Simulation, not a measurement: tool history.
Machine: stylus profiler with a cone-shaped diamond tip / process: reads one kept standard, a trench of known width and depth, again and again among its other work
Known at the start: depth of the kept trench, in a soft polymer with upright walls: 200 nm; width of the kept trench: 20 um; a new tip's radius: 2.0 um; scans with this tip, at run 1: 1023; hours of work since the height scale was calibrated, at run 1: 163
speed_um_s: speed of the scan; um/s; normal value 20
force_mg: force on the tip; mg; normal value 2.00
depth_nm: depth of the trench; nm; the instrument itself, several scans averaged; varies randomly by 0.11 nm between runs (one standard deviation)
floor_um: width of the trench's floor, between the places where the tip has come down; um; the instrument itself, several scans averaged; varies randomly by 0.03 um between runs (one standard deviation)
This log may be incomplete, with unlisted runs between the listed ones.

run,hour,speed_um_s,force_mg,scans with this tip,hours of work since the height scale was calibrated,depth_nm,floor_um
1,0.0,20,2.00,1023,163,201.72,18.05
2,92.5,47,2.00,1370,218,201.61,17.95
3,190.2,47,2.00,1738,277,201.71,17.87
4,252.4,47,2.00,1972,314,201.74,17.93
5,312.4,20,2.00,2198,350,201.73,17.97
6,366.2,34,2.00,2401,382,201.80,17.89
7,466.1,34,0.89,2777,442,201.22,17.84
8,520.3,20,4.37,2980,475,203.05,17.94
9,564.3,20,2.00,3146,501,201.96,17.93
10,624.9,20,2.00,3374,537,201.99,17.87
11,671.3,20,2.00,3548,565,201.74,17.88
12,719.4,20,2.00,3730,594,201.72,17.83
13,777.1,14,2.00,3947,628,201.94,17.86
14,847.8,53,3.48,4213,671,202.69,17.74
15,905.5,53,3.48,4430,705,202.86,17.68
16,961.8,23,2.00,4642,739,201.92,17.79
17,1014.1,23,2.00,4838,770,202.03,17.72
18,1070.0,30,2.87,5049,804,202.48,17.74
19,1170.3,30,2.87,5426,864,202.54,17.73
20,1228.6,30,4.98,5646,899,203.49,17.70
21,1307.0,41,3.02,5941,946,202.63,17.64
22,1357.4,42,3.02,6130,976,202.80,17.57
23,1447.5,42,3.02,6469,1030,202.69,17.60
24,1528.2,19,4.28,6773,1078,203.34,17.67
25,1585.1,19,4.28,6987,1112,203.19,17.61

Here are 5 independent what-if runs from the current tool condition. What would each one return?
A,1626.8,10,0.74,7144,1137,?,?
B,1626.8,15,1.97,7144,1137,?,?
C,1626.8,26,2.94,7144,1137,?,?
D,1626.8,14,0.76,7144,1137,?,?
E,1626.8,71,2.21,7144,1137,?,?

run,depth_nm,floor_um
A,201.44,17.65
B,202.26,17.61
C,202.64,17.61
D,201.48,17.59
E,202.36,17.40
Stripped of hidden state, with their random variation kept, the same runs would have yielded:
run,depth_nm,floor_um
A,200.77,18.22
B,201.59,18.18
C,201.97,18.18
D,200.82,18.16
E,201.69,17.97
